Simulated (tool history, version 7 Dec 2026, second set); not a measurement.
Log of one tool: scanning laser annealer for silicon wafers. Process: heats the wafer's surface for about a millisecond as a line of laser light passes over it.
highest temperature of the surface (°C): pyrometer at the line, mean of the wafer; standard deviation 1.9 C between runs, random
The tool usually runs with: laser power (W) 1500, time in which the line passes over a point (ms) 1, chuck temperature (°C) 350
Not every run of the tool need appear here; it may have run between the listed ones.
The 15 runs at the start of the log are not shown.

run,day,laser power (W),time in which the line passes over a point (ms),chuck temperature (°C),hours of work since the window was cleaned,hours of work since the power meter was calibrated,hours of work since the optics were aligned,highest temperature of the surface (°C)
16,10.379,1500,1,380,495,410,188,1145
17,11.054,1500,0.87,350,507,421,199,1059
18,11.975,1500,0.87,350,522,437,215,1056
19,12.767,1500,1,360,536,450,229,1123
20,13.538,1500,1,360,549,463,242,1120
21,14.45,1500,1,360,564,479,257,1126
22,15.25,1500,0.92,388,578,493,271,1117
23,16.138,1500,1.04,380,593,508,286,1158
24,16.6,1551,1.04,380,601,516,294,1187
25,17.029,1500,1,344,608,523,301,1108
26,17.471,1500,1.2,350,616,530,309,1193
27,17.908,1575,0.74,319,623,538,316,1001
28,18.754,1575,0.74,319,638,552,331,1002
29,19.383,1530,0.86,319,649,563,341,1035
30,20.212,1530,0.86,319,663,577,356,1035
31,20.992,1622,0.86,380,676,591,369,1149
32,21.438,1622,0.86,380,684,598,376,1147
33,21.904,1614,1,384,692,606,384,1209
34,22.679,1614,1,384,705,619,398,1211
35,23.338,1614,1,384,716,631,409,1210
36,23.825,1419,1.16,350,724,639,417,1125
37,24.462,1557,0.75,350,735,650,428,1031
38,25.012,1557,0.99,350,745,659,437,1139
39,25.838,1553,0.84,369,759,673,451,1092
40,26.408,1609,0.71,350,768,683,461,1036

What if the next run were any one of these 4? Each begins from the tool's condition after run 40:
A,26.896,1498,0.83,350,777,691,469,?
B,26.896,1447,0.71,326,777,691,469,?
C,26.896,1460,0.82,388,777,691,469,?
D,26.896,1609,0.7,387,777,691,469,?

run,highest temperature of the surface (°C)
A,1038
B,938
C,1055
D,1069
Stripped of hidden state, with their random variation kept, the same runs would have yielded:
run,highest temperature of the surface (°C)
A,1040
B,939
C,1056
D,1070
